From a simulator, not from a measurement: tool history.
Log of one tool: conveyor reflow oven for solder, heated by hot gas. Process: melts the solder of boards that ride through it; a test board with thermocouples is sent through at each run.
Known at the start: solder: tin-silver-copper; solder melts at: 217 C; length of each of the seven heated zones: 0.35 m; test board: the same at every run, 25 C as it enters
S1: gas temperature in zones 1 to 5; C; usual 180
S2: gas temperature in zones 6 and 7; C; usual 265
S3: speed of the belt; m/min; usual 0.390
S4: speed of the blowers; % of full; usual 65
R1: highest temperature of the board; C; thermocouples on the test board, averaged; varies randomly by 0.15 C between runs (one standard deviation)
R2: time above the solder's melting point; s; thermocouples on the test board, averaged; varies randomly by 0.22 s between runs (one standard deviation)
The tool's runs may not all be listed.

| run | hour | S1 | S2 | S3 | S4 | R1 | R2 |
|---|---|---|---|---|---|---|---|
| 1 | 0.0 | 180 | 265 | 0.390 | 65 | 252.0 | 86.6 |
| 2 | 32.3 | 180 | 265 | 0.390 | 65 | 252.2 | 86.3 |
| 3 | 51.5 | 180 | 265 | 0.407 | 65 | 251.0 | 80.8 |
| 4 | 82.6 | 180 | 265 | 0.407 | 65 | 250.6 | 80.9 |
|  | 99.4 | flux residue cleaned out of gas plates and filters |
| 5 | 105.9 | 180 | 265 | 0.407 | 65 | 252.9 | 83.9 |
| 6 | 144.3 | 180 | 265 | 0.390 | 65 | 253.9 | 89.0 |
| 7 | 179.2 | 180 | 265 | 0.390 | 65 | 253.7 | 89.0 |
| 8 | 208.8 | 180 | 265 | 0.390 | 65 | 253.3 | 88.6 |
| 9 | 236.9 | 180 | 265 | 0.390 | 65 | 253.3 | 88.3 |
| 10 | 254.6 | 172 | 267 | 0.354 | 65 | 256.4 | 96.8 |
| 11 | 270.7 | 180 | 257 | 0.390 | 68 | 246.6 | 81.9 |
| 12 | 295.0 | 173 | 272 | 0.380 | 67 | 259.6 | 93.5 |

Run 13 has not been measured yet. What should we expect?
| 13 | 314.0 | 167 | 271 | 0.380 | 67 | ? | ? |

{"run 13": {"R1": 257.9, "R2": 88.8}}
Were there no unlogged condition in the tool, this run, its random variation unchanged, would have produced R1 258.7 C, R2 87.3 s.
